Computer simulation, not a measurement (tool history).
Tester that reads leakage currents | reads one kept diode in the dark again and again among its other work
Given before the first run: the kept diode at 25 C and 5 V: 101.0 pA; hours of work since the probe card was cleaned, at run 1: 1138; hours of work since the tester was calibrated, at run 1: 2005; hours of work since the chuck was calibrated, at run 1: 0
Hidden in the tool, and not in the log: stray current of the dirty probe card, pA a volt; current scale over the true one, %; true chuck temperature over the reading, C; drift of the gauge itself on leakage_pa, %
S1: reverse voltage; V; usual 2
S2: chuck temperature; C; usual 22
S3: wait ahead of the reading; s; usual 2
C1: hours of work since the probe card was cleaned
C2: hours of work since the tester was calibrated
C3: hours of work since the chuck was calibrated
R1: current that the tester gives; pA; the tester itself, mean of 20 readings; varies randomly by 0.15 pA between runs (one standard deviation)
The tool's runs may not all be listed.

run    hour     S1  S2    S3    C1    C2    C3      R1
  1       0      2  22     2  1138  2005     0   46.22
  2   130.2      2  22     2  1231  2098    93   45.21
  3   313.3      2  22     2  1361  2228   224   44.36
  4     505      2  22     2  1498  2365   360    43.6
  5   638.8      2  22     2  1594  2460   456   42.72
  6   746.7      2  22     2  1671  2537   533   42.24
      799.5  -- tester calibrated
  7   865.4      2  22     2  1754    47   616   41.72
  8  1060.4  13.26  22     2  1893   186   755   123.7
     1257.5  -- tester calibrated, once more
  9  1265.6  13.26  22     2  2038     6   900  122.14
     1467.8  -- chuck's temperature calibrated
 10  1473.3  13.26  22     2  2185   153     4  142.28
 11    1606  13.26  22     2  2279   247    99  140.64
 12  1795.9      2  22     2  2415   383   234   45.46
 13  1960.8      2  22     2  2533   500   352   44.59
 14  2089.6      2  22  4.32  2624   592   444   44.09
 15  2251.8      2  53     2  2740   708   559  458.34
 16  2421.9      2  53     2  2862   829   681  449.51
 17  2584.2      2  53     2  2977   945   797   443.6
 18  2739.5      2  53     2  3088  1056   907  436.99
 19  2852.2      2  53   0.3  3169  1136   988  433.65
       2926  -- chuck's temperature calibrated
 20    2956  10.29  22     2  3241  1209    21  121.02
 21    3091   4.51  22  1.52  3338  1305   118   73.63
     3128.9  -- probe card cleaned and baked
 22  3249.8      2  45  0.64    86  1417   229  266.78
 23  3370.4      2  45  0.64   172  1503   315  263.06
 24  3470.6   1.92  22     2   244  1574   386   42.43
 25  3640.5   1.92  22     2   365  1695   508   41.52
 26  3760.2   1.92  22     2   450  1781   593   41.03
 27  3965.1   1.08  22  0.85   597  1927   739   28.94
 28  4057.9   1.08  22  0.85   663  1993   805   28.59
 29  4160.4   1.08  22  0.85   736  2066   879   28.41
 30  4361.7   3.36  25     2   880  2210  1022   67.97
       4381  -- chuck's temperature calibrated
 31    4532   3.36  25     2  1000  2330   108   78.55
 32  4696.4  16.61  45  2.58  1117  2447   225  913.34
 33  4828.6  16.61  45  0.46  1211  2542   319  905.73
       4879  -- tester calibrated
 34  5001.1  18.69  34     2  1333    87   441  417.91
 35  5173.8      2  30     2  1456   210   564   81.87
 36  5280.5      2  23  6.96  1532   287   640   45.67
 37  5385.8   2.26  45  6.96  1607   362   716  270.01
 38    5597   12.5  31  6.96  1758   512   866   245.3
 39  5718.4   12.5  31  6.96  1845   599   953  242.34

Hidden state or all else? Some run-to-run changes of R1, split into what the settings, what came in and random variation would give without the hidden state, and what is left for the hidden state (with any gauge scatter that isn't in both results):
Run 14 -> 15: S2 22 -> 53, S3 4.32 -> 2. R1 +414.25 pA: hidden state -30.73, all else +444.98.
Run 19 -> 20: S1 2 -> 10.29, S2 53 -> 22, S3 0.3 -> 2, chuck's temperature calibrated. R1 -312.63 pA: hidden state +58.66, all else -371.29.
Run 31 -> 32: S1 3.36 -> 16.61, S2 25 -> 45, S3 2 -> 2.58. R1 +834.79 pA: hidden state -37.34, all else +872.13.
Run 33 -> 34: S1 16.61 -> 18.69, S2 45 -> 34, S3 0.46 -> 2, tester calibrated. R1 -487.82 pA: hidden state +23.09, all else -510.91.
